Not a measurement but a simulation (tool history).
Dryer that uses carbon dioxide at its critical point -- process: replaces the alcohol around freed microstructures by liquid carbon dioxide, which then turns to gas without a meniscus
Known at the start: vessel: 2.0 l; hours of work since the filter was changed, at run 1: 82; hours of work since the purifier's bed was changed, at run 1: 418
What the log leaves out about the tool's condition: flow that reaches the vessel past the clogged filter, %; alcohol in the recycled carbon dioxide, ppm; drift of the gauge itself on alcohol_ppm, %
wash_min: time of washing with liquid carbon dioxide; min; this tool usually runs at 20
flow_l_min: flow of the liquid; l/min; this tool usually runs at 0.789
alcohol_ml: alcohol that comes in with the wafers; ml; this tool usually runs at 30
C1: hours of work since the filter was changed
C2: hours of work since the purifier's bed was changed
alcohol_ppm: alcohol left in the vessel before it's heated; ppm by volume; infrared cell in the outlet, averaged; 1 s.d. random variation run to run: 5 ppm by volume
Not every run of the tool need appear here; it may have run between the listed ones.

{"run": 1, "hour": 0.0, "wash_min": 20, "flow_l_min": 0.789, "alcohol_ml": 30, "C1": 82, "C2": 418, "alcohol_ppm": 122}
{"run": 2, "hour": 23.3, "wash_min": 20, "flow_l_min": 0.789, "alcohol_ml": 30, "C1": 95, "C2": 431, "alcohol_ppm": 126}
{"run": 3, "hour": 43.1, "wash_min": 13, "flow_l_min": 0.789, "alcohol_ml": 30, "C1": 107, "C2": 442, "alcohol_ppm": 272}
{"run": 4, "hour": 62.2, "wash_min": 20, "flow_l_min": 0.789, "alcohol_ml": 30, "C1": 118, "C2": 453, "alcohol_ppm": 131}
{"run": 5, "hour": 76.4, "wash_min": 20, "flow_l_min": 0.789, "alcohol_ml": 30, "C1": 126, "C2": 461, "alcohol_ppm": 121}
{"run": 6, "hour": 99.3, "wash_min": 20, "flow_l_min": 0.518, "alcohol_ml": 30, "C1": 139, "C2": 474, "alcohol_ppm": 280}
{"run": 7, "hour": 111.4, "wash_min": 20, "flow_l_min": 0.518, "alcohol_ml": 33, "C1": 146, "C2": 481, "alcohol_ppm": 307}
{"run": 8, "hour": 125.8, "wash_min": 19, "flow_l_min": 0.518, "alcohol_ml": 33, "C1": 154, "C2": 489, "alcohol_ppm": 337}
{"run": 9, "hour": 136.5, "wash_min": 19, "flow_l_min": 0.518, "alcohol_ml": 33, "C1": 160, "C2": 495, "alcohol_ppm": 347}
{"run": 10, "hour": 148.3, "wash_min": 20, "flow_l_min": 0.789, "alcohol_ml": 30, "C1": 167, "C2": 502, "alcohol_ppm": 132}
{"run": 11, "hour": 173.4, "wash_min": 20, "flow_l_min": 0.789, "alcohol_ml": 30, "C1": 181, "C2": 516, "alcohol_ppm": 140}
{"run": 12, "hour": 198.3, "wash_min": 20, "flow_l_min": 0.789, "alcohol_ml": 30, "C1": 195, "C2": 531, "alcohol_ppm": 141}
{"run": 13, "hour": 217.7, "wash_min": 20, "flow_l_min": 0.789, "alcohol_ml": 30, "C1": 206, "C2": 542, "alcohol_ppm": 148}
{"run": 14, "hour": 238.1, "wash_min": 24, "flow_l_min": 0.789, "alcohol_ml": 30, "C1": 218, "C2": 553, "alcohol_ppm": 139}
{"run": 15, "hour": 259.2, "wash_min": 20, "flow_l_min": 0.787, "alcohol_ml": 30, "C1": 230, "C2": 565, "alcohol_ppm": 153}
{"run": 16, "hour": 274.8, "wash_min": 20, "flow_l_min": 0.787, "alcohol_ml": 30, "C1": 239, "C2": 574, "alcohol_ppm": 161}
{"run": 17, "hour": 289.8, "wash_min": 20, "flow_l_min": 0.787, "alcohol_ml": 30, "C1": 247, "C2": 583, "alcohol_ppm": 163}
{"run": 18, "hour": 309.0, "wash_min": 20, "flow_l_min": 0.787, "alcohol_ml": 30, "C1": 258, "C2": 594, "alcohol_ppm": 159}
{"run": 19, "hour": 321.4, "wash_min": 20, "flow_l_min": 1.08, "alcohol_ml": 30, "C1": 265, "C2": 601, "alcohol_ppm": 136}
{"run": 20, "hour": 338.4, "wash_min": 20, "flow_l_min": 1.08, "alcohol_ml": 30, "C1": 275, "C2": 610, "alcohol_ppm": 151}
{"run": 21, "hour": 352.6, "wash_min": 20, "flow_l_min": 0.957, "alcohol_ml": 30, "C1": 283, "C2": 618, "alcohol_ppm": 152}
{"run": 22, "hour": 376.0, "wash_min": 20, "flow_l_min": 0.789, "alcohol_ml": 118, "C1": 296, "C2": 632, "alcohol_ppm": 222}
{"run": 23, "hour": 392.2, "wash_min": 20, "flow_l_min": 0.772, "alcohol_ml": 30, "C1": 305, "C2": 641, "alcohol_ppm": 170}
{"run": 24, "hour": 412.3, "wash_min": 20, "flow_l_min": 0.741, "alcohol_ml": 30, "C1": 317, "C2": 652, "alcohol_ppm": 193}
{"run": 25, "hour": 424.8, "wash_min": 12, "flow_l_min": 0.822, "alcohol_ml": 30, "C1": 324, "C2": 660, "alcohol_ppm": 391}
{"run": 26, "hour": 435.7, "wash_min": 12, "flow_l_min": 0.822, "alcohol_ml": 30, "C1": 330, "C2": 666, "alcohol_ppm": 392}
{"hour": 452.1, "done": "purifier's bed changed"}
{"run": 27, "hour": 461.6, "wash_min": 12, "flow_l_min": 0.822, "alcohol_ml": 30, "C1": 343, "C2": 5, "alcohol_ppm": 254}
{"run": 28, "hour": 476.7, "wash_min": 18, "flow_l_min": 0.991, "alcohol_ml": 30, "C1": 352, "C2": 14, "alcohol_ppm": 11}
{"run": 29, "hour": 489.9, "wash_min": 18, "flow_l_min": 0.991, "alcohol_ml": 30, "C1": 359, "C2": 21, "alcohol_ppm": 13}
{"run": 30, "hour": 508.7, "wash_min": 16, "flow_l_min": 0.757, "alcohol_ml": 66, "C1": 370, "C2": 32, "alcohol_ppm": 224}
{"run": 31, "hour": 525.7, "wash_min": 21, "flow_l_min": 0.674, "alcohol_ml": 50, "C1": 380, "C2": 42, "alcohol_ppm": 96}
{"run": 32, "hour": 545.3, "wash_min": 15, "flow_l_min": 1.269, "alcohol_ml": 108, "C1": 391, "C2": 53, "alcohol_ppm": 40}
{"run": 33, "hour": 556.3, "wash_min": 15, "flow_l_min": 1.269, "alcohol_ml": 108, "C1": 397, "C2": 59, "alcohol_ppm": 42}
{"run": 34, "hour": 580.4, "wash_min": 20, "flow_l_min": 1.121, "alcohol_ml": 105, "C1": 411, "C2": 73, "alcohol_ppm": 23}
{"run": 35, "hour": 592.0, "wash_min": 20, "flow_l_min": 1.121, "alcohol_ml": 105, "C1": 417, "C2": 80, "alcohol_ppm": 27}
{"run": 36, "hour": 607.2, "wash_min": 22, "flow_l_min": 0.996, "alcohol_ml": 32, "C1": 426, "C2": 88, "alcohol_ppm": 20}
{"run": 37, "hour": 626.6, "wash_min": 22, "flow_l_min": 0.996, "alcohol_ml": 32, "C1": 437, "C2": 99, "alcohol_ppm": 27}
{"run": 38, "hour": 639.2, "wash_min": 22, "flow_l_min": 0.996, "alcohol_ml": 32, "C1": 444, "C2": 107, "alcohol_ppm": 32}
{"run": 39, "hour": 656.7, "wash_min": 15, "flow_l_min": 0.873, "alcohol_ml": 30, "C1": 454, "C2": 116, "alcohol_ppm": 98}
{"run": 40, "hour": 673.6, "wash_min": 15, "flow_l_min": 0.873, "alcohol_ml": 30, "C1": 464, "C2": 126, "alcohol_ppm": 112}
{"run": 41, "hour": 684.0, "wash_min": 28, "flow_l_min": 0.598, "alcohol_ml": 30, "C1": 470, "C2": 132, "alcohol_ppm": 53}
{"run": 42, "hour": 699.4, "wash_min": 28, "flow_l_min": 0.598, "alcohol_ml": 30, "C1": 479, "C2": 141, "alcohol_ppm": 52}
{"run": 43, "hour": 716.5, "wash_min": 28, "flow_l_min": 0.598, "alcohol_ml": 30, "C1": 488, "C2": 151, "alcohol_ppm": 61}
{"hour": 740.7, "done": "inlet filter changed"}
{"run": 44, "hour": 740.7, "wash_min": 30, "flow_l_min": 0.773, "alcohol_ml": 91, "C1": 0, "C2": 164, "alcohol_ppm": 38}
{"run": 45, "hour": 761.6, "wash_min": 23, "flow_l_min": 0.915, "alcohol_ml": 91, "C1": 12, "C2": 176, "alcohol_ppm": 51}
{"run": 46, "hour": 779.7, "wash_min": 23, "flow_l_min": 0.915, "alcohol_ml": 73, "C1": 22, "C2": 186, "alcohol_ppm": 41}
{"run": 47, "hour": 799.9, "wash_min": 18, "flow_l_min": 0.915, "alcohol_ml": 21, "C1": 34, "C2": 197, "alcohol_ppm": 58}
{"run": 48, "hour": 822.2, "wash_min": 15, "flow_l_min": 0.707, "alcohol_ml": 64, "C1": 46, "C2": 210, "alcohol_ppm": 321}

3 ways to go on from here, each from the tool as it stands after run 48. What would each give?
{"run": "A", "hour": 838.1, "wash_min": 15, "flow_l_min": 0.679, "alcohol_ml": 38, "C1": 55, "C2": 219, "alcohol_ppm": "?"}
{"run": "B", "hour": 838.1, "wash_min": 14, "flow_l_min": 0.6, "alcohol_ml": 39, "C1": 55, "C2": 219, "alcohol_ppm": "?"}
{"run": "C", "hour": 838.1, "wash_min": 15, "flow_l_min": 0.71, "alcohol_ml": 42, "C1": 55, "C2": 219, "alcohol_ppm": "?"}

run=A alcohol_ppm=242
run=B alcohol_ppm=488
run=C alcohol_ppm=229
What these runs would have given with no unlogged condition in the tool:
run=A alcohol_ppm=179
run=B alcohol_ppm=415
run=C alcohol_ppm=166

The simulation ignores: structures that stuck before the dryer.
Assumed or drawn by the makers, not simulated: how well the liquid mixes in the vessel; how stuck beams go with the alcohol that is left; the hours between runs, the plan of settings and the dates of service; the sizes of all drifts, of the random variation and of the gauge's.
